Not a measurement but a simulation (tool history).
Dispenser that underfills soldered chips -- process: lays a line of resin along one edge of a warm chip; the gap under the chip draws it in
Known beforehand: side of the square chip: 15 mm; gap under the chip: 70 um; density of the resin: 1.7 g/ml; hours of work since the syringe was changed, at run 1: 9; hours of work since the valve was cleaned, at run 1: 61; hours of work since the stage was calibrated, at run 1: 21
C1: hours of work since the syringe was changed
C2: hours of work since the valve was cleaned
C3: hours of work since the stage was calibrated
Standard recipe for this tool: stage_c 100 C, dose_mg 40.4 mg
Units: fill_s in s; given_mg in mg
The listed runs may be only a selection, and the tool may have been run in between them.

run 1 hour=0.0 | stage_c=100 dose_mg=40.4 | C1=9 C2=61 C3=21 | fill_s=157.0 given_mg=39.53
run 2 hour=3.6 | stage_c=100 dose_mg=40.4 | C1=11 C2=64 C3=23 | fill_s=193.3 given_mg=39.49
-- hour=4.2 new syringe of resin
run 3 hour=6.6 | stage_c=88 dose_mg=40.4 | C1=2 C2=65 C3=25 | fill_s=153.5 given_mg=39.47
run 4 hour=9.7 | stage_c=88 dose_mg=40.4 | C1=4 C2=67 C3=27 | fill_s=179.7 given_mg=39.55
run 5 hour=14.8 | stage_c=88 dose_mg=40.4 | C1=7 C2=71 C3=30 | fill_s=241.7 given_mg=39.43
run 6 hour=19.7 | stage_c=88 dose_mg=40.4 | C1=10 C2=74 C3=33 | fill_s=315.7 given_mg=39.40
-- hour=22.0 new syringe of resin
run 7 hour=22.4 | stage_c=88 dose_mg=40.4 | C1=0 C2=76 C3=35 | fill_s=141.5 given_mg=39.38
run 8 hour=26.7 | stage_c=89 dose_mg=38.1 | C1=3 C2=79 C3=38 | fill_s=168.8 given_mg=37.10
run 9 hour=30.3 | stage_c=90 dose_mg=42.4 | C1=6 C2=81 C3=40 | fill_s=197.5 given_mg=41.10
run 10 hour=34.8 | stage_c=85 dose_mg=43.2 | C1=8 C2=84 C3=43 | fill_s=313.6 given_mg=42.00
-- hour=37.7 dispensing valve cleaned and set on the balance
run 11 hour=40.3 | stage_c=100 dose_mg=38.8 | C1=11 C2=2 C3=46 | fill_s=200.5 given_mg=38.73

Branching from run 11: 3 alternative next runs. What would each branch give?
-- hour=40.9 new syringe of resin
run A hour=45.5 | stage_c=94 dose_mg=51.2 | C1=3 C2=5 C3=50 | fill_s=? given_mg=?
-- hour=40.9 new syringe of resin
run B hour=45.5 | stage_c=115 dose_mg=47.6 | C1=3 C2=5 C3=50 | fill_s=? given_mg=?
-- hour=40.9 new syringe of resin
run C hour=45.5 | stage_c=113 dose_mg=35.3 | C1=3 C2=5 C3=50 | fill_s=? given_mg=?

run=A fill_s=129.3 given_mg=51.16
run=B fill_s=51.8 given_mg=47.50
run=C fill_s=59.2 given_mg=35.16
Without the tool's hidden state the same runs would have given:
run=A fill_s=100.1 given_mg=51.24
run=B fill_s=40.1 given_mg=47.57
run=C fill_s=45.7 given_mg=35.21
